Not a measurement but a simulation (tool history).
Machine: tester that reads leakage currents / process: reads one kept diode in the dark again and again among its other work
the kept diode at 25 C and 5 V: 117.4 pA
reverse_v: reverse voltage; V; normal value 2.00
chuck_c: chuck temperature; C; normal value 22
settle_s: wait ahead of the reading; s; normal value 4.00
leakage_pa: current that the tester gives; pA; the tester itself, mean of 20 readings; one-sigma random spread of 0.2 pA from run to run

run   hour  reverse_v  chuck_c  settle_s  leakage_pa
  1    0.0       2.00       22      4.00       65.59
  2   73.7       2.00       48      4.00      683.56
  3  200.9       2.00       48      4.00      685.65
  4  306.8       2.00       22      4.00       65.86
  5  434.6       2.00       22      4.00       65.57
  6  543.4       2.00       22      4.00       65.43
  7  639.1       1.91       22      4.00       64.82
  8  717.5       1.91       59      3.24     1629.31
  9  796.7       6.57       42      0.40      605.62
 10  917.0       2.19       23      1.66       74.67
 11  987.4      15.46       50      4.00     1545.99

Selected run-to-run steps in leakage_pa, each split into two signed amounts: the part the tool would show with no hidden state at all (from settings, incoming material and random variation), and the remainder, which goes to the hidden state together with any gauge scatter not common to the measured and the hidden-state-free results:
The hidden state here: stray current of the dirty probe card, pA a volt; current scale over the true one, %; true chuck temperature over the reading, C; drift of the gauge itself on leakage_pa, %.
Run 7 -> 8: chuck_c 22 -> 59, settle_s 4.00 -> 3.24. leakage_pa +1564.49 pA: hidden state -0.92, all else +1565.41.
Run 10 -> 11: reverse_v 2.19 -> 15.46, chuck_c 23 -> 50, settle_s 1.66 -> 4.00. leakage_pa +1471.32 pA: hidden state -0.93, all else +1472.25.
